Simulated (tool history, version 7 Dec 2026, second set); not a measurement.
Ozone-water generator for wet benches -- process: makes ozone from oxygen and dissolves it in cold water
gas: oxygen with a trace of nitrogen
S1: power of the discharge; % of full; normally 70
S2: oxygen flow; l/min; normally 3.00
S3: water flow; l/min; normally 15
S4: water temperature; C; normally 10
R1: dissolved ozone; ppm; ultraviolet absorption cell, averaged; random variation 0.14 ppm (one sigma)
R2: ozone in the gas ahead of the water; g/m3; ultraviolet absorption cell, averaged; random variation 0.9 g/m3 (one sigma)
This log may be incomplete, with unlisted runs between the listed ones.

| run | hour | S1 | S2 | S3 | S4 | R1 | R2 |
|---|---|---|---|---|---|---|---|
| 1 | 0.0 | 70 | 3.00 | 15 | 10 | 14.7 | 142.6 |
| 2 | 27.3 | 70 | 3.00 | 15 | 10 | 14.7 | 145.6 |
| 3 | 46.7 | 70 | 3.00 | 17 | 10 | 13.0 | 143.5 |
| 4 | 84.5 | 70 | 3.00 | 17 | 10 | 13.0 | 145.1 |
| 5 | 113.5 | 70 | 3.00 | 15 | 10 | 14.5 | 144.4 |
| 6 | 138.8 | 44 | 3.00 | 15 | 10 | 9.9 | 98.4 |
| 7 | 160.5 | 44 | 3.00 | 15 | 10 | 10.1 | 99.1 |
| 8 | 195.9 | 44 | 3.06 | 15 | 10 | 9.9 | 98.3 |
| 9 | 215.4 | 82 | 3.06 | 10 | 9 | 23.7 | 159.9 |
| 10 | 243.4 | 82 | 3.06 | 10 | 9 | 24.0 | 161.4 |
| 11 | 270.1 | 88 | 4.31 | 18 | 6 | 16.0 | 140.6 |
| 12 | 293.0 | 70 | 3.00 | 12 | 7 | 18.1 | 142.0 |
| 13 | 320.1 | 70 | 3.00 | 23 | 10 | 9.3 | 143.7 |
| 14 | 343.5 | 58 | 1.72 | 14 | 15 | 11.6 | 167.1 |
| 15 | 376.2 | 93 | 5.04 | 16 | 12 | 17.0 | 133.2 |

3 ways to go on from here, each from the tool as it stands after run 15. What would each give?
| A | 392.6 | 45 | 4.23 | 15 | 10 | ? | ? |
| B | 392.6 | 70 | 2.57 | 15 | 10 | ? | ? |
| C | 392.6 | 93 | 5.38 | 16 | 12 | ? | ? |

| run | R1 | R2 |
|---|---|---|
| A | 10.1 | 82.5 |
| B | 14.1 | 155.8 |
| C | 17.3 | 130.1 |
The same runs, with their run-to-run variation unchanged, on a tool lacking any hidden condition would have given:
| run | R1 | R2 |
|---|---|---|
| A | 10.5 | 84.4 |
| B | 14.8 | 161.3 |
| C | 18.3 | 135.8 |
